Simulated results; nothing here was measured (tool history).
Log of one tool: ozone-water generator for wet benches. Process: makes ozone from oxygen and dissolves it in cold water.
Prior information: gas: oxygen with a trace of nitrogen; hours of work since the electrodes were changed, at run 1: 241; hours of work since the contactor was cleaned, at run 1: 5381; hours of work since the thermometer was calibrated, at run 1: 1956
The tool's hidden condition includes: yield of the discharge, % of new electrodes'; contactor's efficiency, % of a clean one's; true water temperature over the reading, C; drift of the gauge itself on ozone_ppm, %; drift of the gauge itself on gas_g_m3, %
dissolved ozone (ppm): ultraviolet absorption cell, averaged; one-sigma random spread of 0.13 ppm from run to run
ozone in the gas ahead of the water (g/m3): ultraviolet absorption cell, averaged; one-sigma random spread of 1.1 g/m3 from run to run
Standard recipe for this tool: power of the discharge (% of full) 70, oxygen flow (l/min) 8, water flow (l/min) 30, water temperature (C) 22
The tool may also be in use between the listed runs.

| run | hour | power of the discharge (% of full) | oxygen flow (l/min) | water flow (l/min) | water temperature (C) | hours of work since the electrodes were changed | hours of work since the contactor was cleaned | hours of work since the thermometer was calibrated | dissolved ozone (ppm) | ozone in the gas ahead of the water (g/m3) |
|---|---|---|---|---|---|---|---|---|---|---|
| 1 | 0 | 70 | 8 | 30 | 22 | 241 | 5381 | 1956 | 14.9 | 190.1 |
| 2 | 53 | 70 | 8 | 30 | 22 | 278 | 5417 | 1992 | 14.7 | 190.5 |
| 3 | 106.8 | 70 | 8 | 30 | 22 | 314 | 5454 | 2029 | 14.7 | 190.8 |
| 4 | 159.5 | 70 | 8 | 30 | 22 | 350 | 5490 | 2065 | 14.8 | 192.5 |
| 5 | 195 | 70 | 8 | 30 | 22 | 375 | 5514 | 2089 | 14.7 | 191.3 |
|  | 211.1 | contactor cleaned |
| 6 | 236.6 | 70 | 8 | 30 | 22 | 400 | 17 | 2115 | 15 | 190.5 |
| 7 | 275.7 | 70 | 8 | 24 | 22 | 427 | 44 | 2141 | 18.3 | 191.4 |
| 8 | 324.7 | 70 | 8 | 24 | 22 | 461 | 78 | 2175 | 18.4 | 192.3 |
| 9 | 353.1 | 70 | 8 | 24 | 22 | 480 | 97 | 2194 | 18.1 | 192 |
| 10 | 397.9 | 70 | 8 | 30 | 22 | 511 | 128 | 2225 | 14.9 | 190.7 |
| 11 | 455 | 70 | 8 | 30 | 22 | 550 | 167 | 2264 | 14.9 | 190.8 |
| 12 | 505.8 | 88 | 4.84 | 30 | 17 | 585 | 202 | 2299 | 16.9 | 272.9 |
| 13 | 561.4 | 88 | 4.84 | 30 | 17 | 623 | 240 | 2337 | 17 | 271.6 |
| 14 | 605.2 | 70 | 8 | 30 | 16 | 653 | 270 | 2367 | 16.1 | 192.6 |
| 15 | 651.1 | 41 | 7.96 | 30 | 22 | 684 | 301 | 2398 | 9.7 | 120.8 |
| 16 | 678.2 | 81 | 12.62 | 30 | 26 | 703 | 319 | 2417 | 16.4 | 183.9 |
| 17 | 712.3 | 81 | 12.62 | 30 | 26 | 726 | 343 | 2440 | 16.3 | 182.1 |
| 18 | 742.8 | 81 | 12.62 | 30 | 26 | 747 | 364 | 2461 | 16.2 | 184.6 |
| 19 | 795.3 | 81 | 12.62 | 30 | 26 | 783 | 400 | 2497 | 16 | 183 |
| 20 | 840.5 | 70 | 4.89 | 30 | 15 | 814 | 431 | 2528 | 14.4 | 225.7 |
| 21 | 892.9 | 70 | 4.72 | 30 | 21 | 849 | 466 | 2564 | 13.2 | 226.2 |
| 22 | 948.2 | 70 | 4.88 | 30 | 28 | 887 | 504 | 2601 | 12.3 | 222.1 |

What if the next run were any one of these 4? Each begins from the tool's condition after run 22:
| A | 1005.3 | 70 | 9.59 | 30 | 14 | 926 | 543 | 2641 | ? | ? |
| B | 1005.3 | 70 | 4.9 | 39 | 22 | 926 | 543 | 2641 | ? | ? |
| C | 1005.3 | 68 | 6.14 | 30 | 17 | 926 | 543 | 2641 | ? | ? |
| D | 1005.3 | 70 | 12.58 | 35 | 24 | 926 | 543 | 2641 | ? | ? |

| run | dissolved ozone (ppm) | ozone in the gas ahead of the water (g/m3) |
|---|---|---|
| A | 17.3 | 180.6 |
| B | 9.6 | 224.9 |
| C | 14.5 | 202.4 |
| D | 13.1 | 163.6 |
Had the tool no hidden state, the same runs would have come out as:
| run | dissolved ozone (ppm) | ozone in the gas ahead of the water (g/m3) |
|---|---|---|
| A | 17.3 | 180.7 |
| B | 9.6 | 224.9 |
| C | 14.5 | 202.4 |
| D | 13.1 | 163.7 |
